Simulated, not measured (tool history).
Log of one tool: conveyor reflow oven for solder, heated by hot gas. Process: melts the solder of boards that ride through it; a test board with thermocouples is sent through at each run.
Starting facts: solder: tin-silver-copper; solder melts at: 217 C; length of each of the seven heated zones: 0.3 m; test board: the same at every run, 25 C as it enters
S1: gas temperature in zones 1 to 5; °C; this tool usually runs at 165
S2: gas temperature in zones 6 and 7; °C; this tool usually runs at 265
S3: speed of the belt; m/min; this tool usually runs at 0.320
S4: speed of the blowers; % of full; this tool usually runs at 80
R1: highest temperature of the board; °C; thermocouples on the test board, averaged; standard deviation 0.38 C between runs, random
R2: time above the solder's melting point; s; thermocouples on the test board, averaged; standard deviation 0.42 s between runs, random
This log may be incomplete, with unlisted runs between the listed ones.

run	hour	S1	S2	S3	S4	R1	R2
1	0.0	165	265	0.320	80	251.0	80.5
2	24.7	165	265	0.320	80	251.4	81.4
3	51.8	165	265	0.320	80	251.5	80.3
4	71.5	165	265	0.320	80	250.6	80.6
5	97.8	165	265	0.320	80	251.0	80.0
6	127.8	165	265	0.320	80	251.0	80.3
7	144.9	165	265	0.320	80	250.8	80.4
8	167.4	165	265	0.312	80	250.9	83.7
9	193.1	165	265	0.312	80	251.6	83.1
10	208.3	165	265	0.320	80	251.1	79.2
11	222.4	165	265	0.320	80	250.5	79.4
12	237.3	165	265	0.320	80	250.0	79.4
13	255.7	165	265	0.320	80	250.3	78.5
14	277.2	165	265	0.320	80	250.1	78.7
15	303.4	169	273	0.330	80	256.5	84.3

Run 16 is up next; what results do you expect?
16	323.3	169	277	0.330	59	?	?

{"run 16": {"R1": 253.8, "R2": 80.0}}
With the hidden condition absent and the run-to-run variation left alone, this run would have shown R1 257.2 °C, R2 83.4 s.
